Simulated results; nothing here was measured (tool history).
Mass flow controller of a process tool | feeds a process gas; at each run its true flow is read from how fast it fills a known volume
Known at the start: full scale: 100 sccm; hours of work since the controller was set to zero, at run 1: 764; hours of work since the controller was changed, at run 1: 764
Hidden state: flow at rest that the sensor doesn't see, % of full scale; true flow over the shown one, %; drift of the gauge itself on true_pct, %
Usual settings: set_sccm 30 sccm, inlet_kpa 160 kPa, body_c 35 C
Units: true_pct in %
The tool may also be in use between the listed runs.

run	day	set_sccm	inlet_kpa	body_c	hours of work since the controller was set to zero	hours of work since the controller was changed	true_pct
1	0.000	30	160	35	764	764	98.50
2	4.725	30	160	35	824	824	98.71
3	13.062	30	160	35	930	930	98.69
4	18.558	30	160	35	1000	1000	98.66
5	23.383	30	160	35	1061	1061	98.61
6	31.354	30	160	35	1162	1162	98.64
7	41.025	30	160	35	1285	1285	98.51
8	45.696	30	160	35	1344	1344	98.60
9	55.767	30	160	21	1472	1472	98.31
10	61.617	30	160	35	1546	1546	98.61
11	70.292	30	160	35	1656	1656	98.69
12	76.362	30	160	35	1733	1733	98.54
13	85.204	30	160	35	1845	1845	98.62
14	91.108	30	160	35	1920	1920	98.66
15	98.025	30	160	34	2008	2008	98.64
16	108.096	30	160	34	2135	2135	98.69
17	117.150	11	160	35	2250	2250	99.41
18	124.488	11	160	35	2343	2343	99.48
19	131.300	27	278	29	2430	2430	99.22
20	141.008	27	278	29	2553	2553	99.41
21	145.350	27	278	29	2608	2608	99.32
22	154.021	45	177	35	2718	2718	98.83
23	162.508	45	177	35	2826	2826	98.88
# day 163.054: controller's zero set anew
24	171.475	45	177	35	107	2939	99.29
25	180.133	45	177	35	217	3049	99.25
26	189.862	30	163	31	340	3172	99.19
27	197.521	18	257	34	437	3269	100.46
28	206.612	30	160	29	553	3385	99.20
# day 207.300: controller's zero set anew, once more
29	211.767	30	160	38	57	3450	98.26
30	217.600	35	248	22	131	3524	98.48
31	225.962	35	198	22	237	3630	98.21
32	231.321	10	177	35	305	3698	98.22
33	239.546	10	177	35	409	3802	98.31
34	246.200	10	145	25	493	3887	97.93
35	253.433	59	216	38	585	3978	99.04

How the hidden state differs across the entries between the runs, from the last listed run before each to the first after it:
Between runs 23 and 24: controller's zero set anew (day 163.054)
  flow at rest that the sensor doesn't see, % of full scale: 0.217 -> 0.354; true flow over the shown one, %: -0.5 -> -0.52
  measured less the result without the state, true_pct: -0.02 -> +0.27 %
Between runs 28 and 29: controller's zero set anew, once more (day 207.300)
  flow at rest that the sensor doesn't see, % of full scale: 0.384 -> 0.036
  measured less the result without the state, true_pct: +0.72 -> -0.45 %
